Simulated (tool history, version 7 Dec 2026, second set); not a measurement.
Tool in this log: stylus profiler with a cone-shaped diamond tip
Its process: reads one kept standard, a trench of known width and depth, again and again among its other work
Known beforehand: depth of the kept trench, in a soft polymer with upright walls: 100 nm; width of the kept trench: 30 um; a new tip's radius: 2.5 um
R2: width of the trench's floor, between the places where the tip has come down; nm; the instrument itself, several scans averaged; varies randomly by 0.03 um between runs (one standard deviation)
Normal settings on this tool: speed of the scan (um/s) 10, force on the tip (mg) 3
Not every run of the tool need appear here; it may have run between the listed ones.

{"run": 1, "hour": 0.0, "speed of the scan (um/s)": 10, "force on the tip (mg)": 3, "depth of the trench (nm)": 100.46, "R2": 28130}
{"run": 2, "hour": 46.7, "speed of the scan (um/s)": 10, "force on the tip (mg)": 3, "depth of the trench (nm)": 100.44, "R2": 28150}
{"run": 3, "hour": 101.8, "speed of the scan (um/s)": 23, "force on the tip (mg)": 3, "depth of the trench (nm)": 100.35, "R2": 28030}
{"run": 4, "hour": 152.0, "speed of the scan (um/s)": 5, "force on the tip (mg)": 3, "depth of the trench (nm)": 100.35, "R2": 28070}
{"run": 5, "hour": 176.9, "speed of the scan (um/s)": 5, "force on the tip (mg)": 3, "depth of the trench (nm)": 100.39, "R2": 28140}
{"run": 6, "hour": 226.5, "speed of the scan (um/s)": 5, "force on the tip (mg)": 3, "depth of the trench (nm)": 100.43, "R2": 28070}
{"run": 7, "hour": 269.3, "speed of the scan (um/s)": 5, "force on the tip (mg)": 3, "depth of the trench (nm)": 100.36, "R2": 28090}
{"run": 8, "hour": 306.8, "speed of the scan (um/s)": 28, "force on the tip (mg)": 3, "depth of the trench (nm)": 100.37, "R2": 28010}
{"run": 9, "hour": 352.4, "speed of the scan (um/s)": 28, "force on the tip (mg)": 3, "depth of the trench (nm)": 100.29, "R2": 28000}
{"run": 10, "hour": 407.6, "speed of the scan (um/s)": 10, "force on the tip (mg)": 3, "depth of the trench (nm)": 100.43, "R2": 27980}
{"run": 11, "hour": 432.8, "speed of the scan (um/s)": 10, "force on the tip (mg)": 1.07, "depth of the trench (nm)": 100.04, "R2": 28000}
{"run": 12, "hour": 476.0, "speed of the scan (um/s)": 10, "force on the tip (mg)": 1.07, "depth of the trench (nm)": 100.04, "R2": 27980}
{"run": 13, "hour": 528.0, "speed of the scan (um/s)": 10, "force on the tip (mg)": 3, "depth of the trench (nm)": 100.34, "R2": 27930}
{"run": 14, "hour": 555.2, "speed of the scan (um/s)": 10, "force on the tip (mg)": 3, "depth of the trench (nm)": 100.27, "R2": 27970}
{"run": 15, "hour": 578.1, "speed of the scan (um/s)": 5, "force on the tip (mg)": 1.59, "depth of the trench (nm)": 100.07, "R2": 28010}
{"run": 16, "hour": 632.3, "speed of the scan (um/s)": 5, "force on the tip (mg)": 1.59, "depth of the trench (nm)": 100.07, "R2": 27940}
{"run": 17, "hour": 688.6, "speed of the scan (um/s)": 35, "force on the tip (mg)": 3, "depth of the trench (nm)": 100.28, "R2": 27800}
{"run": 18, "hour": 727.0, "speed of the scan (um/s)": 9, "force on the tip (mg)": 2.13, "depth of the trench (nm)": 100.18, "R2": 27880}
{"run": 19, "hour": 760.3, "speed of the scan (um/s)": 6, "force on the tip (mg)": 6.85, "depth of the trench (nm)": 100.67, "R2": 27950}
{"run": 20, "hour": 812.6, "speed of the scan (um/s)": 6, "force on the tip (mg)": 6.85, "depth of the trench (nm)": 100.69, "R2": 27910}
{"run": 21, "hour": 860.0, "speed of the scan (um/s)": 28, "force on the tip (mg)": 4.29, "depth of the trench (nm)": 100.38, "R2": 27850}
{"run": 22, "hour": 905.5, "speed of the scan (um/s)": 21, "force on the tip (mg)": 3.77, "depth of the trench (nm)": 100.37, "R2": 27860}
{"run": 23, "hour": 937.2, "speed of the scan (um/s)": 3, "force on the tip (mg)": 8.53, "depth of the trench (nm)": 100.86, "R2": 27940}
{"run": 24, "hour": 986.9, "speed of the scan (um/s)": 11, "force on the tip (mg)": 3.45, "depth of the trench (nm)": 100.32, "R2": 27840}
{"run": 25, "hour": 1013.3, "speed of the scan (um/s)": 11, "force on the tip (mg)": 3.45, "depth of the trench (nm)": 100.24, "R2": 27800}
{"run": 26, "hour": 1063.5, "speed of the scan (um/s)": 4, "force on the tip (mg)": 1.83, "depth of the trench (nm)": 100.01, "R2": 27790}
{"run": 27, "hour": 1094.6, "speed of the scan (um/s)": 15, "force on the tip (mg)": 6.32, "depth of the trench (nm)": 100.58, "R2": 27790}
{"run": 28, "hour": 1122.2, "speed of the scan (um/s)": 15, "force on the tip (mg)": 6.32, "depth of the trench (nm)": 100.67, "R2": 27790}

5 ways to go on from here, each from the tool as it stands after run 28. What would each give?
{"run": "A", "hour": 1177.1, "speed of the scan (um/s)": 37, "force on the tip (mg)": 6.9, "depth of the trench (nm)": "?", "R2": "?"}
{"run": "B", "hour": 1177.1, "speed of the scan (um/s)": 10, "force on the tip (mg)": 1.37, "depth of the trench (nm)": "?", "R2": "?"}
{"run": "C", "hour": 1177.1, "speed of the scan (um/s)": 7, "force on the tip (mg)": 1.26, "depth of the trench (nm)": "?", "R2": "?"}
{"run": "D", "hour": 1177.1, "speed of the scan (um/s)": 20, "force on the tip (mg)": 5.74, "depth of the trench (nm)": "?", "R2": "?"}
{"run": "E", "hour": 1177.1, "speed of the scan (um/s)": 23, "force on the tip (mg)": 2.88, "depth of the trench (nm)": "?", "R2": "?"}

run=A depth_of_the_trench_(nm)=100.61 R2=27810
run=B depth_of_the_trench_(nm)=99.96 R2=27770
run=C depth_of_the_trench_(nm)=99.88 R2=27780
run=D depth_of_the_trench_(nm)=100.5 R2=27750
run=E depth_of_the_trench_(nm)=100.17 R2=27720
Without the tool's unlogged condition, the same runs would have read:
run=A depth_of_the_trench_(nm)=101.05 R2=28590
run=B depth_of_the_trench_(nm)=100.4 R2=28550
run=C depth_of_the_trench_(nm)=100.32 R2=28560
run=D depth_of_the_trench_(nm)=100.94 R2=28540
run=E depth_of_the_trench_(nm)=100.6 R2=28500

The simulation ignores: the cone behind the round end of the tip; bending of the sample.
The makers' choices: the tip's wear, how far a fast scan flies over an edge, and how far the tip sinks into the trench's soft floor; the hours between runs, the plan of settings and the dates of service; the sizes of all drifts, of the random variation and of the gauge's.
